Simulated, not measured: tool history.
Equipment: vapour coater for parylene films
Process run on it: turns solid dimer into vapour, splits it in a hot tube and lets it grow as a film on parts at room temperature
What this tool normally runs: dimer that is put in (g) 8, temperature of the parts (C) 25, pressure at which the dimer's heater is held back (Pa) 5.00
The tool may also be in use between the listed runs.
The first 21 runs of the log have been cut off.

| run | hour | dimer that is put in (g) | temperature of the parts (C) | pressure at which the dimer's heater is held back (Pa) | hours of work since the trap's valve was overhauled | hours of work since the table's thermometer was calibrated | thickness of the film (nm) |
|---|---|---|---|---|---|---|---|
| 22 | 804.5 | 6 | 25 | 9.34 | 191 | 482 | 960 |
| 23 | 850.4 | 8 | 26 | 9.54 | 210 | 501 | 1250 |
| 24 | 891.6 | 8 | 26 | 9.54 | 227 | 518 | 1210 |
|  | 934.2 | trap's valve overhauled |
| 25 | 939.2 | 6 | 19 | 5.47 | 2 | 536 | 1390 |
| 26 | 968.8 | 6 | 19 | 5.47 | 14 | 548 | 1400 |
| 27 | 1014.0 | 3 | 31 | 5.00 | 33 | 567 | 460 |
| 28 | 1049.6 | 8 | 24 | 8.52 | 47 | 581 | 1460 |
| 29 | 1095.4 | 7 | 26 | 5.00 | 66 | 600 | 1250 |
| 30 | 1126.7 | 9 | 26 | 7.63 | 79 | 613 | 1560 |
| 31 | 1183.3 | 9 | 26 | 7.63 | 102 | 636 | 1490 |
| 32 | 1232.7 | 8 | 36 | 4.21 | 122 | 656 | 1070 |
| 33 | 1272.4 | 3 | 25 | 5.00 | 139 | 672 | 560 |
| 34 | 1302.2 | 3 | 25 | 5.00 | 151 | 685 | 540 |
| 35 | 1360.6 | 11 | 35 | 3.66 | 175 | 709 | 1480 |
| 36 | 1390.6 | 4 | 24 | 2.72 | 187 | 721 | 770 |
| 37 | 1436.3 | 9 | 18 | 5.00 | 206 | 740 | 1930 |
| 38 | 1461.0 | 9 | 18 | 5.00 | 216 | 750 | 1870 |

5 ways to go on from here, each from the tool as it stands after run 38. What would each give?
| A | 1500.1 | 9 | 18 | 2.19 | 232 | 766 | ? |
| B | 1500.1 | 5 | 25 | 2.53 | 232 | 766 | ? |
| C | 1500.1 | 9 | 17 | 5.00 | 232 | 766 | ? |
| D | 1500.1 | 8 | 27 | 6.81 | 232 | 766 | ? |
| E | 1500.1 | 9 | 18 | 3.87 | 232 | 766 | ? |

| run | thickness of the film (nm) |
|---|---|
| A | 2100 |
| B | 910 |
| C | 1960 |
| D | 1230 |
| E | 1910 |
With no hidden state in the tool, these same runs would have given:
| run | thickness of the film (nm) |
|---|---|
| A | 2430 |
| B | 1050 |
| C | 2270 |
| D | 1410 |
| E | 2210 |
